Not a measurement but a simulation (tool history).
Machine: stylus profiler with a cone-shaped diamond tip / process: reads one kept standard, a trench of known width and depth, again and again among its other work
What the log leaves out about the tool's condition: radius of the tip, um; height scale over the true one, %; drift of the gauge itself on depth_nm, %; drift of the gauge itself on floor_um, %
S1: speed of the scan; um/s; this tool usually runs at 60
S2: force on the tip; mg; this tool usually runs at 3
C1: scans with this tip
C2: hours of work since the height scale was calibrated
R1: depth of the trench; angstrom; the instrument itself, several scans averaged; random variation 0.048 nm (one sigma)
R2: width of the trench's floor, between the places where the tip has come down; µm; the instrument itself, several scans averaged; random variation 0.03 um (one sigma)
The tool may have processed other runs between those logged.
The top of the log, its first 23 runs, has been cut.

run    hour   S1    S2    C1   C2      R1     R2
 24  1742.4  187  1.51  3818  580  2012.7  26.18
 25  1793.9   28  2.17  3994  607  2015.7  27.03
 26  1845.3   28  1.77  4171  634  2014.5  27.04
 27  1931.5  108  1.28  4467  679  2011.3  26.57
 28  2004.2  108  1.28  4716  716  2011.1  26.54
 29  2107.4  144  2.16  5071  770  2015.6  26.48
 30  2190.4  113  6.43  5355  814  2033.6  26.84
 31  2270.1   74  4.29  5629  855  2025.6  26.93
 32  2322.9   74  4.29  5810  883  2025.2  26.96
 33  2422.7   32  3.12  6153  935    2021  27.11
 34    2468   32  3.12  6309  958    2020  27.03
     2477.5  -- height scale calibrated on a step standard
 35  2511.5   46  7.43  6456   18  2036.1  27.07
 36  2581.7   60  7.18  6697   54    2035  27.05

What does the tool deliver on the next run?
 37  2674.5  135  1.06  7016  103   ?   ?

Run 37 came out at R1 2010.7 angstrom, R2 26.28 µm.
If the tool had no hidden condition, the same run with the same run-to-run variation would have returned R1 2010.7 angstrom, R2 26.3 µm.
